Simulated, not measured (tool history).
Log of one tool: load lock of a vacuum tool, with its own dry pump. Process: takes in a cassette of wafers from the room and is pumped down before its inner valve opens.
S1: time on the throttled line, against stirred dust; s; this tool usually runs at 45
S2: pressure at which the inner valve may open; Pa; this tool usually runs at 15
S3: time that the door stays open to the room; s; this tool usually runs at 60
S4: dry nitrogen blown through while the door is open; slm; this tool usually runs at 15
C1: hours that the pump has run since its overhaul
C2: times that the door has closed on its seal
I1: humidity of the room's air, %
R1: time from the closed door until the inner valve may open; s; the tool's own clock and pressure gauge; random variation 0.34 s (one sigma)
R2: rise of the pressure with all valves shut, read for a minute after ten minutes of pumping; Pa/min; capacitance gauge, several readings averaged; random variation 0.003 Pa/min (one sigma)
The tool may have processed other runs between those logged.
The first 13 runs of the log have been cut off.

run	hour	S1	S2	S3	S4	C1	C2	I1	R1	R2
14	2528.7	41	15	60	15	5995	21931	43.1	61.5	0.091
15	2799.1	41	15	60	15	6266	22921	47.3	62.7	0.100
16	2941.5	45	15	60	15	6408	23441	45.4	65.2	0.101
17	3230.5	45	15	60	15	6697	24499	45.8	66.1	0.105
18	3372.4	45	15	164	15	6839	25018	44.4	65.6	0.122
19	3569.0	86	15	60	16	7036	25737	46.1	101.1	0.103
20	3779.5	86	15	60	16	7246	26507	44.3	100.6	0.106
21	4050.6	86	15	60	16	7517	27499	45.7	101.3	0.112
22	4301.8	86	15	60	16	7768	28418	41.5	101.3	0.108
23	4508.7	86	15	60	16	7975	29175	43.8	100.4	0.116
24	4799.3	86	15	60	16	8266	30238	47.2	100.8	0.126
25	4998.1	86	15	60	16	8465	30965	45.4	101.2	0.127
26	5187.4	27	28	192	18	8654	31657	44.1	48.5	0.152
27	5446.3	62	15	64	15	8913	32604	41.8	80.9	0.138
28	5653.4	74	23	57	5	9120	33362	43.2	89.7	0.147
29	5775.2	74	23	57	5	9242	33808	44.1	89.2	0.151
30	6029.6	49	11	166	5	9496	34739	42.2	70.7	0.176
31	6304.7	49	11	44	5	9771	35745	43.0	70.6	0.146
32	6554.0	49	11	44	5	10021	36657	43.4	71.2	0.163
33	6761.9	23	11	44	5	10228	37417	44.8	48.8	0.168
34	7050.5	23	11	35	5	10517	38473	45.0	49.1	0.166
35	7181.4	50	19	73	11	10648	38952	47.6	70.6	0.180
36	7302.3	50	12	60	5	10769	39394	45.5	72.2	0.184

Predict each of these 3 candidate next runs independently; none follows another, all start after run 36:
A	7467.6	40	12	60	5	10934	39999	45.1	?	?
B	7467.6	26	12	60	4	10934	39999	45.6	?	?
C	7467.6	50	10	76	5	10934	39999	44.3	?	?

run	R1	R2
A	63.0	0.182
B	51.7	0.193
C	72.5	0.190
Without the tool's hidden state the same runs would have given:
run	R1	R2
A	59.7	0.049
B	48.2	0.057
C	69.5	0.057

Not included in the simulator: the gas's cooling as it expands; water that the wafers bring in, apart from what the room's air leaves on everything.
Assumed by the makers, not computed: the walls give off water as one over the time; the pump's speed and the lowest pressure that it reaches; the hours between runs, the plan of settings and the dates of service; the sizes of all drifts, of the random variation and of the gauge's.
